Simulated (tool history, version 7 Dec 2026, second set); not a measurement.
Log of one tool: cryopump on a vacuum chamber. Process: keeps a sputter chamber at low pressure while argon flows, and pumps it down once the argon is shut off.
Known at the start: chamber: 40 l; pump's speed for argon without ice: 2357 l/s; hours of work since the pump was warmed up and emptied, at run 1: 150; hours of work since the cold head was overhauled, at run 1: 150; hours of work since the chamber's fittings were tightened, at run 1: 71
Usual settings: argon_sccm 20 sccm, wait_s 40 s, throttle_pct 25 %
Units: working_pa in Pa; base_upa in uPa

run,day,argon_sccm,wait_s,throttle_pct,hours of work since the pump was warmed up and emptied,hours of work since the cold head was overhauled,hours of work since the chamber's fittings were tightened,working_pa,base_upa
1,0,20,40,25,150,150,71,0.0582,1.48
2,0.504,20,40,45,155,155,76,0.032,1.48
3,1.142,20,40,25,161,161,82,0.0586,1.53
4,1.612,19,40,25,166,166,86,0.0557,1.46
5,2.271,19,40,25,173,173,93,0.0555,1.48
6,3.146,11,40,25,181,181,102,0.0321,1.5
7,3.879,11,40,25,188,188,109,0.0331,1.5
8,4.629,20,40,25,196,196,116,0.0593,1.51
9,5.521,10,40,25,205,205,125,0.0295,1.52
10,6.342,34,40,25,213,213,133,0.0994,1.49
11,6.962,34,40,25,219,219,139,0.099,1.55
12,7.492,34,40,25,224,224,145,0.0986,1.54
13,8.096,34,40,25,230,230,150,0.0985,1.54
14,8.654,12,40,25,236,236,156,0.0351,1.58
15,9.662,12,40,25,246,246,166,0.0351,1.58
16,10.5,20,40,25,254,254,174,0.0579,1.58
17,11.425,20,40,25,263,263,183,0.0582,1.6
18,12.229,22,40,30,271,271,191,0.0547,1.61
19,13.017,18,25,28,279,279,199,0.0472,2.32
20,13.621,16,40,47,285,285,205,0.0254,1.57
21,14.296,16,299,47,291,291,212,0.0252,0.55
22,14.846,27,22,25,297,297,217,0.0784,2.72
23,15.596,27,22,25,304,304,225,0.0784,2.62
24,16.146,9,35,25,310,310,230,0.0262,1.79
25,17.121,9,35,25,319,319,240,0.0253,1.74
26,17.871,13,40,34,327,327,247,0.0279,1.6
27,18.296,16,24,28,331,331,251,0.0428,2.53
28,19.104,16,53,51,339,339,259,0.0238,1.36
29,19.862,19,40,32,346,346,267,0.0439,1.7
30,20.6,19,76,32,354,354,274,0.044,1.04
31,21.425,9,153,37,362,362,282,0.0188,0.71
32,22.229,9,153,37,370,370,290,0.0176,0.75
33,23.258,9,153,37,380,380,300,0.0182,0.75
34,23.788,9,153,37,385,385,305,0.0183,0.76

Forecast each of these 5 alternatives for the next run:
A,24.508,32,108,23,392,392,313,?,?
B,24.508,18,73,19,392,392,313,?,?
C,24.508,10,153,37,392,392,313,?,?
D,24.508,12,40,25,392,392,313,?,?
E,24.508,9,153,16,392,392,313,?,?

run,working_pa,base_upa
A,0.1014,0.9
B,0.0682,1.13
C,0.0215,0.76
D,0.0359,1.67
E,0.0409,0.78
Without the tool's hidden state the same runs would have given:
run,working_pa,base_upa
A,0.099,0.6
B,0.0669,0.82
C,0.0207,0.45
D,0.035,1.36
E,0.0402,0.47
